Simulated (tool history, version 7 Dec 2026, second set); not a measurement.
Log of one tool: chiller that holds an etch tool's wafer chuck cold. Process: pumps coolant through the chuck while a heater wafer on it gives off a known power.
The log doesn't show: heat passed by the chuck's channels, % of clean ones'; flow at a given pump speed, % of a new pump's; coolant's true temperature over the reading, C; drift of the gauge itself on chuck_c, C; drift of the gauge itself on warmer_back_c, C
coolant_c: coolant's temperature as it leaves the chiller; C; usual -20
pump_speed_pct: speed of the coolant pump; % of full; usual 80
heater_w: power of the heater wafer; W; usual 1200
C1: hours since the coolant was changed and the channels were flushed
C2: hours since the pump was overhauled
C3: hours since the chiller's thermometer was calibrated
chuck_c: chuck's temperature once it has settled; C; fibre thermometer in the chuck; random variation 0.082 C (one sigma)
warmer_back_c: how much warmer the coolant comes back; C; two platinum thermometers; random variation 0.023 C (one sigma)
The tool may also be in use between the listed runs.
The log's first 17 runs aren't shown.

Run 18, hour 788.8: usual settings but coolant_c -21 C, heater_w 1235 W; C1 4349; C2 881; C3 2048. Result: chuck_c -13.82 C, warmer_back_c 2.96 C.
Run 19, hour 839.5: usual settings but coolant_c -13 C, pump_speed_pct 75 % of full, heater_w 1313 W; C1 4400; C2 931; C3 2099. Result: chuck_c -4.86 C, warmer_back_c 3.29 C.
Run 20, hour 878.3: usual settings but pump_speed_pct 66 % of full; C1 4439; C2 970; C3 2138. Result: chuck_c -11.97 C, warmer_back_c 3.42 C.
Run 21, hour 912.0: usual settings but coolant_c -24 C, pump_speed_pct 100 % of full, heater_w 1109 W; C1 4472; C2 1004; C3 2171. Result: chuck_c -18.31 C, warmer_back_c 2.10 C.
Run 22, hour 947.8: usual settings but coolant_c -24 C, pump_speed_pct 100 % of full, heater_w 719 W; C1 4508; C2 1040; C3 2207. Result: chuck_c -20.42 C, warmer_back_c 1.37 C.
Run 23, hour 983.1: usual settings but coolant_c -24 C, pump_speed_pct 61 % of full, heater_w 951 W; C1 4543; C2 1075; C3 2242. Result: chuck_c -17.47 C, warmer_back_c 2.97 C.
Run 24, hour 1012.2: usual settings but pump_speed_pct 65 % of full; C1 4572; C2 1104; C3 2271. Result: chuck_c -12.11 C, warmer_back_c 3.50 C.
Run 25, hour 1045.7: usual settings but pump_speed_pct 65 % of full; C1 4606; C2 1138; C3 2305. Result: chuck_c -11.97 C, warmer_back_c 3.48 C.
Run 26, hour 1085.7: usual settings but pump_speed_pct 76 % of full, heater_w 1474 W; C1 4646; C2 1178; C3 2345. Result: chuck_c -11.09 C, warmer_back_c 3.69 C.
Run 27, hour 1125.1: usual settings but pump_speed_pct 76 % of full, heater_w 1474 W; C1 4685; C2 1217; C3 2384. Result: chuck_c -11.11 C, warmer_back_c 3.69 C.
Run 28, hour 1174.7: usual settings but pump_speed_pct 75 % of full, heater_w 800 W; C1 4735; C2 1267; C3 2434. Result: chuck_c -15.19 C, warmer_back_c 2.03 C.
Run 29, hour 1207.4: usual settings but pump_speed_pct 79 % of full, heater_w 1578 W; C1 4768; C2 1299; C3 2467. Result: chuck_c -10.63 C, warmer_back_c 3.73 C.
Run 30, hour 1252.2: usual settings but pump_speed_pct 77 % of full; C1 4812; C2 1344; C3 2512. Result: chuck_c -12.83 C, warmer_back_c 2.99 C.
Run 31, hour 1314.3: usual settings but pump_speed_pct 88 % of full, heater_w 1287 W; C1 4875; C2 1406; C3 2574. Result: chuck_c -13.07 C, warmer_back_c 2.74 C.
Run 32, hour 1373.2: usual settings but pump_speed_pct 88 % of full, heater_w 1287 W; C1 4933; C2 1465; C3 2632. Result: chuck_c -12.96 C, warmer_back_c 2.74 C.
Run 33, hour 1434.0: usual settings but pump_speed_pct 88 % of full, heater_w 1287 W; C1 4994; C2 1526; C3 2693. Result: chuck_c -13.01 C, warmer_back_c 2.81 C.

3 ways to go on from here, each from the tool as it stands after run 33. What would each give?
Run A, hour 1465.6: usual settings but coolant_c -28 C, pump_speed_pct 90 % of full, heater_w 1727 W; C1 5026; C2 1557; C3 2725. Result: chuck_c ?, warmer_back_c ?.
Run B, hour 1465.6: usual settings but coolant_c -26 C, pump_speed_pct 70 % of full, heater_w 1489 W; C1 5026; C2 1557; C3 2725. Result: chuck_c ?, warmer_back_c ?.
Run C, hour 1465.6: usual settings but coolant_c -11 C, pump_speed_pct 81 % of full, heater_w 1141 W; C1 5026; C2 1557; C3 2725. Result: chuck_c ?, warmer_back_c ?.

run  chuck_c  warmer_back_c
  A   -18.58           3.64
  B   -16.60           4.08
  C    -4.46           2.68
Without the tool's hidden state the same runs would have given:
run  chuck_c  warmer_back_c
  A   -18.24           3.64
  B   -16.25           4.08
  C    -4.11           2.68
